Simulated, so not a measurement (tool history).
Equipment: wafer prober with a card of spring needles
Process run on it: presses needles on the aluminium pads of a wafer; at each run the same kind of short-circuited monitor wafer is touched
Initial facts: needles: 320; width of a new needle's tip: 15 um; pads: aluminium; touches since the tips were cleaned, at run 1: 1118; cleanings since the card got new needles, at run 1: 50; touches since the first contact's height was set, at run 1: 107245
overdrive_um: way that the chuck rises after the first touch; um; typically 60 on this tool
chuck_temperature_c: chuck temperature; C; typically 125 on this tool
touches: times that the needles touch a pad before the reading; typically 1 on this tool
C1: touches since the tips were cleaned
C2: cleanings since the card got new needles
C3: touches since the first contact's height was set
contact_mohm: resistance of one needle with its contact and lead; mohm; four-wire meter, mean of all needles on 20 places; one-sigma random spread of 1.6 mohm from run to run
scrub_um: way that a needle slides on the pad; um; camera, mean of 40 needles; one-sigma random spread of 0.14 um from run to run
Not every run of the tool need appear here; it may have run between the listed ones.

Run 1, hour 0: usual settings; C1 1118; C2 50; C3 107245. Result: contact_mohm 246 mohm, scrub_um 14.62 um.
At hour 1.9: tips cleaned on abrasive film.
At hour 5.5: tips cleaned on abrasive film.
At hour 9.2: tips cleaned on abrasive film.
At hour 13.7: tips cleaned on abrasive film.
At hour 17.3: tips cleaned on abrasive film.
At hour 21: tips cleaned on abrasive film.
At hour 25.5: tips cleaned on abrasive film.
At hour 30: tips cleaned on abrasive film.
At hour 33.6: tips cleaned on abrasive film.
At hour 37.3: tips cleaned on abrasive film.
At hour 41.8: tips cleaned on abrasive film.
At hour 45.5: tips cleaned on abrasive film.
At hour 49.1: tips cleaned on abrasive film.
At hour 52.7: tips cleaned on abrasive film.
At hour 57.3: tips cleaned on abrasive film.
Run 2, hour 58.6: usual settings; C1 747; C2 65; C3 138245. Result: contact_mohm 244 mohm, scrub_um 13.88 um.
At hour 61.4: tips cleaned on abrasive film.
At hour 65: tips cleaned on abrasive film.
At hour 68.7: tips cleaned on abrasive film.
At hour 72.3: tips cleaned on abrasive film.
At hour 76.8: tips cleaned on abrasive film.
At hour 80.5: tips cleaned on abrasive film.
At hour 84.1: tips cleaned on abrasive film.
At hour 88.6: tips cleaned on abrasive film.
At hour 93.2: tips cleaned on abrasive film.
Run 3, hour 96.3: usual settings but overdrive_um 55 um; C1 1722; C2 74; C3 158216. Result: contact_mohm 353 mohm, scrub_um 12.28 um.
At hour 97.3: tips cleaned on abrasive film.
At hour 101: tips cleaned on abrasive film.
At hour 104.6: tips cleaned on abrasive film.
At hour 109.1: tips cleaned on abrasive film.
At hour 112.8: tips cleaned on abrasive film.
At hour 116.4: tips cleaned on abrasive film.
At hour 120.1: tips cleaned on abrasive film.
At hour 123.7: tips cleaned on abrasive film.
At hour 128.2: tips cleaned on abrasive film.
At hour 131.9: tips cleaned on abrasive film.
At hour 136.4: tips cleaned on abrasive film.
At hour 140: tips cleaned on abrasive film.
At hour 143.7: tips cleaned on abrasive film.
At hour 148.2: tips cleaned on abrasive film.
At hour 151.8: tips cleaned on abrasive film.
At hour 156.1: tips cleaned on abrasive film.
Run 4, hour 156.1: usual settings but overdrive_um 55 um; C1 0; C2 90; C3 189769. Result: contact_mohm 186 mohm, scrub_um 11.9 um.
At hour 159.7: tips cleaned on abrasive film.
At hour 164.3: tips cleaned on abrasive film.
At hour 167.9: tips cleaned on abrasive film.
At hour 172.4: tips cleaned on abrasive film.
At hour 177: tips cleaned on abrasive film.
At hour 181.5: tips cleaned on abrasive film.
At hour 185.1: tips cleaned on abrasive film.
At hour 188.8: tips cleaned on abrasive film.
Run 5, hour 190.2: usual settings; C1 752; C2 98; C3 207809. Result: contact_mohm 261 mohm, scrub_um 13.13 um.
At hour 191.3: height of the first contact set anew.
At hour 193.2: tips cleaned on abrasive film.
At hour 196.9: tips cleaned on abrasive film.
At hour 200.5: tips cleaned on abrasive film.
At hour 205: tips cleaned on abrasive film.
At hour 206: tips cleaned on abrasive film, once more.
At hour 209.6: tips cleaned on abrasive film.
At hour 213.3: tips cleaned on abrasive film.
At hour 216.9: tips cleaned on abrasive film.
At hour 221.5: tips cleaned on abrasive film.
At hour 225.1: tips cleaned on abrasive film.
At hour 228.7: tips cleaned on abrasive film.
Run 6, hour 232.1: usual settings; C1 1853; C2 109; C3 21541. Result: contact_mohm 298 mohm, scrub_um 15.29 um.
At hour 233.1: tips cleaned on abrasive film.
At hour 236.8: tips cleaned on abrasive film.
At hour 241.3: tips cleaned on abrasive film.
At hour 245.8: tips cleaned on abrasive film.
At hour 249.5: tips cleaned on abrasive film.
At hour 254: tips cleaned on abrasive film.
At hour 258.5: tips cleaned on abrasive film.
At hour 262.2: tips cleaned on abrasive film.
At hour 265.8: tips cleaned on abrasive film.
Run 7, hour 268.7: usual settings; C1 1567; C2 118; C3 40876. Result: contact_mohm 303 mohm, scrub_um 15.38 um.
At hour 269.7: tips cleaned on abrasive film.
At hour 273.3: tips cleaned on abrasive film.
At hour 277: tips cleaned on abrasive film.
At hour 280.6: tips cleaned on abrasive film.
At hour 284.2: tips cleaned on abrasive film.
At hour 288.8: tips cleaned on abrasive film.
At hour 292.4: tips cleaned on abrasive film.
At hour 296: tips cleaned on abrasive film.
At hour 299.7: tips cleaned on abrasive film.
At hour 304.2: tips cleaned on abrasive film.
At hour 308.7: tips cleaned on abrasive film.
At hour 312.4: tips cleaned on abrasive film.
Run 8, hour 312.9: usual settings but overdrive_um 78 um; C1 266; C2 130; C3 64193. Result: contact_mohm 181 mohm, scrub_um 19.75 um.
At hour 316.5: tips cleaned on abrasive film.
At hour 320.1: tips cleaned on abrasive film.
At hour 324.7: tips cleaned on abrasive film.
At hour 328.3: tips cleaned on abrasive film.
At hour 332: tips cleaned on abrasive film.
At hour 336.5: tips cleaned on abrasive film.
At hour 341: tips cleaned on abrasive film.
At hour 344.6: tips cleaned on abrasive film.
At hour 349.2: tips cleaned on abrasive film.
At hour 353.7: tips cleaned on abrasive film.
At hour 358.2: tips cleaned on abrasive film.
At hour 361.9: tips cleaned on abrasive film.
At hour 366.4: tips cleaned on abrasive film.
At hour 370.9: tips cleaned on abrasive film.
Run 9, hour 371.7: usual settings but overdrive_um 78 um; C1 450; C2 144; C3 95378. Result: contact_mohm 199 mohm, scrub_um 19.3 um.
At hour 375.4: tips cleaned on abrasive film.
At hour 379.9: tips cleaned on abrasive film.
At hour 383.5: tips cleaned on abrasive film.
At hour 387.2: tips cleaned on abrasive film.
At hour 390.8: tips cleaned on abrasive film.
At hour 395.4: tips cleaned on abrasive film.
At hour 399.9: tips cleaned on abrasive film.
At hour 404.4: tips cleaned on abrasive film.
At hour 408.9: tips cleaned on abrasive film.
Run 10, hour 410.5: usual settings but overdrive_um 78 um; C1 834; C2 153; C3 115901. Result: contact_mohm 222 mohm, scrub_um 19.45 um.
At hour 413.2: tips cleaned on abrasive film.
At hour 417.8: tips cleaned on abrasive film.
At hour 421.4: tips cleaned on abrasive film.
At hour 425: tips cleaned on abrasive film.
At hour 428.7: tips cleaned on abrasive film.
At hour 433.2: tips cleaned on abrasive film.
At hour 437.7: tips cleaned on abrasive film.
At hour 442.2: tips cleaned on abrasive film.
At hour 445.9: tips cleaned on abrasive film.
Run 11, hour 447.9: usual settings but overdrive_um 78 um; C1 1096; C2 162; C3 135726. Result: contact_mohm 233 mohm, scrub_um 19.13 um.
At hour 449.8: tips cleaned on abrasive film.
At hour 453.4: tips cleaned on abrasive film.
At hour 457.9: tips cleaned on abrasive film.
At hour 461.6: tips cleaned on abrasive film.
At hour 465.2: tips cleaned on abrasive film.
At hour 468.9: tips cleaned on abrasive film.
At hour 472.5: tips cleaned on abrasive film.
Run 12, hour 475.7: usual settings but overdrive_um 78 um; C1 1706; C2 169; C3 150397. Result: contact_mohm 265 mohm, scrub_um 19.01 um.
At hour 476.6: tips cleaned on abrasive film.
At hour 480.3: tips cleaned on abrasive film.
At hour 483.9: tips cleaned on abrasive film.
At hour 487.6: tips cleaned on abrasive film.
At hour 491.2: tips cleaned on abrasive film.
At hour 494.8: tips cleaned on abrasive film.
At hour 499.4: tips cleaned on abrasive film.
At hour 503.9: tips cleaned on abrasive film.
At hour 507.5: tips cleaned on abrasive film.
At hour 512.1: tips cleaned on abrasive film.
At hour 515.7: tips cleaned on abrasive film.
Run 13, hour 518.8: usual settings but overdrive_um 78 um; C1 1697; C2 180; C3 173223. Result: contact_mohm 274 mohm, scrub_um 18.4 um.
At hour 519.8: tips cleaned on abrasive film.
At hour 523.4: tips cleaned on abrasive film.
At hour 527.1: tips cleaned on abrasive film.
At hour 530.7: tips cleaned on abrasive film.
At hour 535.3: tips cleaned on abrasive film.
At hour 538.9: tips cleaned on abrasive film.
At hour 543.4: tips cleaned on abrasive film.
At hour 547.1: tips cleaned on abrasive film.
At hour 551.4: tips cleaned on abrasive film.
Run 14, hour 551.4: usual settings but overdrive_um 75 um, chuck_temperature_c 26 C, touches 2; C1 0; C2 189; C3 190434. Result: contact_mohm 156 mohm, scrub_um 17.41 um.

Consider 4 possible next runs. They are alternatives, not a sequence: every one starts from the tool as it was left by run 14. What does each give?
At hour 555.1: tips cleaned on abrasive film.
At hour 559.6: tips cleaned on abrasive film.
At hour 564.1: tips cleaned on abrasive film.
At hour 568.7: tips cleaned on abrasive film.
At hour 572.3: tips cleaned on abrasive film.
At hour 576.8: tips cleaned on abrasive film.
At hour 581.4: tips cleaned on abrasive film.
At hour 585.2: height of the first contact set anew.
At hour 586.2: tips cleaned on abrasive film.
At hour 589.8: tips cleaned on abrasive film.
At hour 593.5: tips cleaned on abrasive film.
Run A, hour 595.7: usual settings but overdrive_um 75 um, chuck_temperature_c 54 C, touches 2; C1 1207; C2 199; C3 5530. Result: contact_mohm ?, scrub_um ?.
At hour 555.1: tips cleaned on abrasive film.
At hour 559.6: tips cleaned on abrasive film.
At hour 564.1: tips cleaned on abrasive film.
At hour 568.7: tips cleaned on abrasive film.
At hour 572.3: tips cleaned on abrasive film.
At hour 576.8: tips cleaned on abrasive film.
At hour 581.4: tips cleaned on abrasive film.
At hour 585.2: height of the first contact set anew.
At hour 586.2: tips cleaned on abrasive film.
At hour 589.8: tips cleaned on abrasive film.
At hour 593.5: tips cleaned on abrasive film.
Run B, hour 595.7: usual settings but overdrive_um 65 um, chuck_temperature_c 124 C, touches 2; C1 1207; C2 199; C3 5530. Result: contact_mohm ?, scrub_um ?.
At hour 555.1: tips cleaned on abrasive film.
At hour 559.6: tips cleaned on abrasive film.
At hour 564.1: tips cleaned on abrasive film.
At hour 568.7: tips cleaned on abrasive film.
At hour 572.3: tips cleaned on abrasive film.
At hour 576.8: tips cleaned on abrasive film.
At hour 581.4: tips cleaned on abrasive film.
At hour 585.2: height of the first contact set anew.
At hour 586.2: tips cleaned on abrasive film.
At hour 589.8: tips cleaned on abrasive film.
At hour 593.5: tips cleaned on abrasive film.
Run C, hour 595.7: usual settings but overdrive_um 75 um, chuck_temperature_c 80 C, touches 2; C1 1207; C2 199; C3 5530. Result: contact_mohm ?, scrub_um ?.
At hour 555.1: tips cleaned on abrasive film.
At hour 559.6: tips cleaned on abrasive film.
At hour 564.1: tips cleaned on abrasive film.
At hour 568.7: tips cleaned on abrasive film.
At hour 572.3: tips cleaned on abrasive film.
At hour 576.8: tips cleaned on abrasive film.
At hour 581.4: tips cleaned on abrasive film.
At hour 585.2: height of the first contact set anew.
At hour 586.2: tips cleaned on abrasive film.
At hour 589.8: tips cleaned on abrasive film.
At hour 593.5: tips cleaned on abrasive film.
Run D, hour 595.7: usual settings but overdrive_um 40 um, chuck_temperature_c 26 C, touches 3; C1 1207; C2 199; C3 5530. Result: contact_mohm ?, scrub_um ?.

run  contact_mohm  scrub_um
  A           206     19.76
  B           233     17.08
  C           208     19.54
  D           278     10.58
The same runs, with their run-to-run variation unchanged, on a tool lacking any hidden condition would have given:
run  contact_mohm  scrub_um
  A           141     19.85
  B           156     17.16
  C           145     19.62
  D           147     10.66
